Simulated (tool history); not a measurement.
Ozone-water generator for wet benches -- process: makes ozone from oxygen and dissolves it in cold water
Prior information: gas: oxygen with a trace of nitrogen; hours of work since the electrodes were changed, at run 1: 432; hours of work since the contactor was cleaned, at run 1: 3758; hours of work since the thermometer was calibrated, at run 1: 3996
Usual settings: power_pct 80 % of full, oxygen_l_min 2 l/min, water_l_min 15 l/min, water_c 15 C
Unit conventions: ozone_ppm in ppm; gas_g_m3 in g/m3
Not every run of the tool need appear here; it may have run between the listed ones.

run   hour  power_pct  oxygen_l_min  water_l_min  water_c  hours of work since the electrodes were changed  hours of work since the contactor was cleaned  hours of work since the thermometer was calibrated  ozone_ppm  gas_g_m3
  1      0         80             2           15       15                                              432                                           3758                                                3996       16.1     208.9
  2   28.2         80             2           11       15                                              460                                           3786                                                4024       20.6     208.6
  3     47         80             2           11       15                                              478                                           3804                                                4042       20.4     207.6
  4   69.2         80             2           11       15                                              500                                           3826                                                4064       20.6     209.5
  5   87.9         80             2           11       15                                              518                                           3844                                                4082       20.8     210.3
  6  128.6         80             2           11       15                                              558                                           3884                                                4122       20.8     207.9
  7  162.2         80             2           15       15                                              591                                           3917                                                4155       15.9       208
  8    200         80             2           15       15                                              628                                           3954                                                4192       15.7     208.8
  9  234.3         80             2           15       15                                              662                                           3988                                                4226       15.8     209.3
 10  259.9         80             2           15       15                                              687                                           4013                                                4251       15.9     205.4
 11  286.9         80          1.14           15       15                                              714                                           4040                                                4277       14.6     291.8
 12  314.2         80          1.14           15       15                                              740                                           4066                                                4304       14.3     289.6
 13  339.1         80          1.14           15       15                                              765                                           4091                                                4328       14.4       294
 14  363.3         80          1.14           15       15                                              789                                           4115                                                4352       14.4     290.7
 15  406.9         80          1.14           15       15                                              831                                           4157                                                4395       14.3     292.9
 16  428.3         80          1.14           15       15                                              852                                           4178                                                4416       14.3     290.6
 17  469.7         80             2           21       15                                              893                                           4219                                                4457       11.7     206.5
 18  510.9         80          2.47           21       12                                              933                                           4259                                                4497       12.3     183.3
 19  531.6         50          3.36           12       10                                              954                                           4280                                                4517       15.2     112.7
 20  576.8         80             2           11       11                                              998                                           4324                                                4562       21.2       207
       607  -- water thermometer calibrated
 21    607         59          1.54           14       15                                             1027                                           4353                                                   0       13.2       202
 22  640.5         59          1.54           12       15                                             1060                                           4386                                                  33       15.3     200.5
 23  671.9         51             2           15       22                                             1091                                           4417                                                  64       11.2     155.8
 24  704.3         83          1.51           15       15                                             1123                                           4449                                                  95       15.5     249.7
 25  724.8         83          1.51           15       15                                             1143                                           4469                                                 116       15.6     250.8
 26  767.7         40             2           13       15                                             1185                                           4511                                                 158       11.5     132.9
 27  797.4         80             2           15        8                                             1214                                           4540                                                 187       16.7     205.7
 28  822.5         82          1.12           15        8                                             1239                                           4565                                                 211       14.7     293.9
 29    867         53          3.51           16       12                                             1282                                           4608                                                 255       12.4       113
 30  900.2         89          1.61           23        8                                             1315                                           4641                                                 288       11.1     250.3
 31  924.8         91          1.61           17        8                                             1339                                           4665                                                 312       15.4     253.1
 32  943.5         71          3.24           12       10                                             1357                                           4683                                                 330       18.9     143.5

Consider 5 possible next runs. They are alternatives, not a sequence: every one starts from the tool as it was left by run 32. What does each give?
  A   973         80          2.44           11       15                                             1386                                           4712                                                 359          ?         ?
  B   973         80          2.04           15       19                                             1386                                           4712                                                 359          ?         ?
  C   973         80          3.42           15        9                                             1386                                           4712                                                 359          ?         ?
  D   973         59          3.24           12       10                                             1386                                           4712                                                 359          ?         ?
  E   973         52             2           15        9                                             1386                                           4712                                                 359          ?         ?

run  ozone_ppm  gas_g_m3
  A       20.6       182
  B       15.2     203.5
  C       17.4     149.9
  D       16.8     128.1
  E       12.6     157.2
What these runs would have given with no unlogged condition in the tool:
run  ozone_ppm  gas_g_m3
  A       21.3       185
  B       15.7     206.8
  C       17.9     152.4
  D       17.3     129.9
  E         13     159.1
